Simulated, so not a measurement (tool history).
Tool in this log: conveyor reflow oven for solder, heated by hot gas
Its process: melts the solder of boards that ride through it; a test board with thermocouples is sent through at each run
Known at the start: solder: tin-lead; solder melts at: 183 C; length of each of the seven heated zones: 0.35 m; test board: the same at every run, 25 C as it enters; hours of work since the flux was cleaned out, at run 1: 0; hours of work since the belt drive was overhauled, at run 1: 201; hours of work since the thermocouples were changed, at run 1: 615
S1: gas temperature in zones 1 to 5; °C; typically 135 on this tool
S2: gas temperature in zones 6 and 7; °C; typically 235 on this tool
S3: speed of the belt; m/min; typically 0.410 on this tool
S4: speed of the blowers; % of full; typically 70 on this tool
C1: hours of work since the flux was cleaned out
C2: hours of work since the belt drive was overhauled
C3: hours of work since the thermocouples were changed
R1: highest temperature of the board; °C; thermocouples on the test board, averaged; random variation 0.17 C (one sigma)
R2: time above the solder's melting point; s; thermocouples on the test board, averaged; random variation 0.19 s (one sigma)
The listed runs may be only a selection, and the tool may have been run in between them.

Run 1, hour 0.0: usual settings; C1 0; C2 201; C3 615. Result: R1 219.9 °C, R2 78.0 s.
Run 2, hour 41.9: usual settings but S1 123 °C; C1 28; C2 229; C3 642. Result: R1 217.0 °C, R2 70.4 s.
Run 3, hour 74.6: usual settings; C1 49; C2 251; C3 664. Result: R1 219.4 °C, R2 77.6 s.
Run 4, hour 111.7: usual settings but S1 144 °C; C1 74; C2 275; C3 689. Result: R1 220.8 °C, R2 83.4 s.
Run 5, hour 156.2: usual settings but S1 144 °C; C1 103; C2 305; C3 718. Result: R1 220.6 °C, R2 83.4 s.
Run 6, hour 180.7: usual settings but S1 144 °C; C1 120; C2 321; C3 734. Result: R1 221.2 °C, R2 82.9 s.
Run 7, hour 206.1: usual settings but S1 144 °C, S2 230 °C; C1 137; C2 338; C3 751. Result: R1 216.2 °C, R2 78.9 s.
Run 8, hour 241.1: usual settings but S1 124 °C; C1 160; C2 361; C3 774. Result: R1 216.9 °C, R2 70.2 s.
Run 9, hour 289.8: usual settings but S3 0.417 m/min; C1 192; C2 393; C3 807. Result: R1 217.9 °C, R2 74.8 s.
Run 10, hour 323.4: usual settings but S3 0.417 m/min; C1 214; C2 416; C3 829. Result: R1 217.8 °C, R2 74.5 s.
At hour 337.2: flux residue cleaned out of gas plates and filters.
Run 11, hour 368.9: usual settings but S1 122 °C, S2 230 °C, S3 0.366 m/min, S4 84 % of full; C1 21; C2 442; C3 856. Result: R1 219.4 °C, R2 82.9 s.
Run 12, hour 415.2: usual settings but S1 122 °C, S2 230 °C, S3 0.366 m/min, S4 84 % of full; C1 52; C2 473; C3 886. Result: R1 218.9 °C, R2 82.5 s.
Run 13, hour 437.5: usual settings but S1 122 °C, S2 230 °C, S3 0.366 m/min, S4 84 % of full; C1 66; C2 488; C3 901. Result: R1 218.8 °C, R2 83.0 s.
Run 14, hour 462.0: usual settings but S1 122 °C, S2 230 °C, S3 0.366 m/min, S4 84 % of full; C1 83; C2 504; C3 917. Result: R1 218.7 °C, R2 83.0 s.
Run 15, hour 488.4: usual settings but S1 122 °C, S2 230 °C, S3 0.366 m/min, S4 84 % of full; C1 100; C2 522; C3 935. Result: R1 218.9 °C, R2 82.4 s.
Run 16, hour 524.1: usual settings but S1 132 °C, S3 0.409 m/min, S4 58 % of full; C1 124; C2 545; C3 959. Result: R1 216.9 °C, R2 73.8 s.
Run 17, hour 571.3: usual settings but S1 132 °C, S3 0.409 m/min, S4 58 % of full; C1 155; C2 577; C3 990. Result: R1 216.6 °C, R2 73.6 s.
Run 18, hour 619.5: usual settings but S1 140 °C, S2 248 °C; C1 187; C2 609; C3 1022. Result: R1 231.3 °C, R2 90.7 s.

Consider 5 possible next runs. They are alternatives, not a sequence: every one starts from the tool as it was left by run 18. What does each give?
Run A, hour 644.5: usual settings but S1 140 °C, S2 237 °C; C1 204; C2 625; C3 1038. Result: R1 ?, R2 ?.
Run B, hour 644.5: usual settings but S1 140 °C, S2 226 °C, S3 0.460 m/min, S4 53 % of full; C1 204; C2 625; C3 1038. Result: R1 ?, R2 ?.
Run C, hour 644.5: usual settings but S3 0.393 m/min, S4 88 % of full; C1 204; C2 625; C3 1038. Result: R1 ?, R2 ?.
Run D, hour 644.5: usual settings but S1 140 °C, S2 248 °C, S3 0.406 m/min; C1 204; C2 625; C3 1038. Result: R1 ?, R2 ?.
Run E, hour 644.5: usual settings but S1 123 °C, S3 0.364 m/min, S4 65 % of full; C1 204; C2 625; C3 1038. Result: R1 ?, R2 ?.

run     R1    R2
  A  221.5  82.5
  B  205.6  53.7
  C  222.9  85.7
  D  231.6  92.2
  E  220.4  84.6
With no hidden state in the tool, these same runs would have given:
run     R1    R2
  A  220.0  80.5
  B  204.3  51.7
  C  221.5  83.8
  D  230.2  90.1
  E  218.8  82.3
